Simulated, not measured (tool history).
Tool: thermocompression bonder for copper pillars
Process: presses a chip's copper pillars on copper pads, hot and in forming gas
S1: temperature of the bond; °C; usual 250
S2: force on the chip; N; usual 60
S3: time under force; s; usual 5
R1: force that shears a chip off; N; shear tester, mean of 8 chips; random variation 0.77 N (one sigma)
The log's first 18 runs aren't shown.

run,day,S1,S2,S3,R1
# day 8.879: force cell calibrated, once more
19,9.196,235,41,6,54.7
20,9.817,228,60,5,65.2
21,10.567,228,83,5,85.0
22,11.196,232,68,5,76.2
23,11.754,250,39,5,58.0
24,12.192,244,60,6,81.9
25,12.646,275,60,4,94.9
26,13.262,230,36,4,36.5
27,13.746,259,36,4,55.3
28,14.329,252,58,13,101.7
29,14.900,245,60,4,71.4
30,15.446,245,60,4,72.2
31,16.183,261,47,11,92.0

Forecast each of these 5 alternatives for the next run:
A,16.867,227,36,10,?
B,16.867,241,60,4,?
C,16.867,261,49,11,?
D,16.867,239,78,15,?
E,16.867,279,69,7,?

run,R1
A,50.4
B,68.5
C,94.3
D,109.0
E,111.7
Without the tool's hidden state the same runs would have given:
run,R1
A,53.3
B,72.7
C,100.4
D,116.3
E,119.3

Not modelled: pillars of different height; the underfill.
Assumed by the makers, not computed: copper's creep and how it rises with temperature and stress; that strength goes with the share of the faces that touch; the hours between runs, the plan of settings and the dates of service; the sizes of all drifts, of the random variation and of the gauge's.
